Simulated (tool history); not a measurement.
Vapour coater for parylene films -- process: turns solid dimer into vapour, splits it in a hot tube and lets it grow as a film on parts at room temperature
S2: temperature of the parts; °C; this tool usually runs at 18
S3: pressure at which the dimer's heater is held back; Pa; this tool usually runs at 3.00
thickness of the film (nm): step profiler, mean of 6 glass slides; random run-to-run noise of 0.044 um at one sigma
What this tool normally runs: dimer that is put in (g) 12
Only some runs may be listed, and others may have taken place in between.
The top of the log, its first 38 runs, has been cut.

{"run": 39, "day": 57.338, "dimer that is put in (g)": 15, "S2": 20, "S3": 3.17, "thickness of the film (nm)": 8750}
{"day": 59.375, "done": "trap's valve overhauled"}
{"run": 40, "day": 59.375, "dimer that is put in (g)": 13, "S2": 14, "S3": 3.0, "thickness of the film (nm)": 9120}
{"run": 41, "day": 60.329, "dimer that is put in (g)": 12, "S2": 18, "S3": 2.31, "thickness of the film (nm)": 8230}
{"run": 42, "day": 61.4, "dimer that is put in (g)": 6, "S2": 13, "S3": 3.0, "thickness of the film (nm)": 4250}
{"run": 43, "day": 62.562, "dimer that is put in (g)": 13, "S2": 12, "S3": 2.17, "thickness of the film (nm)": 9590}
{"run": 44, "day": 64.321, "dimer that is put in (g)": 13, "S2": 12, "S3": 2.17, "thickness of the film (nm)": 9650}
{"run": 45, "day": 65.2, "dimer that is put in (g)": 13, "S2": 16, "S3": 3.92, "thickness of the film (nm)": 8190}
{"run": 46, "day": 66.729, "dimer that is put in (g)": 20, "S2": 16, "S3": 4.56, "thickness of the film (nm)": 12160}

Run 47 has not been measured yet. What should we expect?
{"run": 47, "day": 68.638, "dimer that is put in (g)": 20, "S2": 16, "S3": 4.56, "thickness of the film (nm)": "?"}

Run 47 came out at thickness of the film (nm) 12110.
The same run, on a tool lacking any hidden state, would have yielded thickness of the film (nm) 12450.
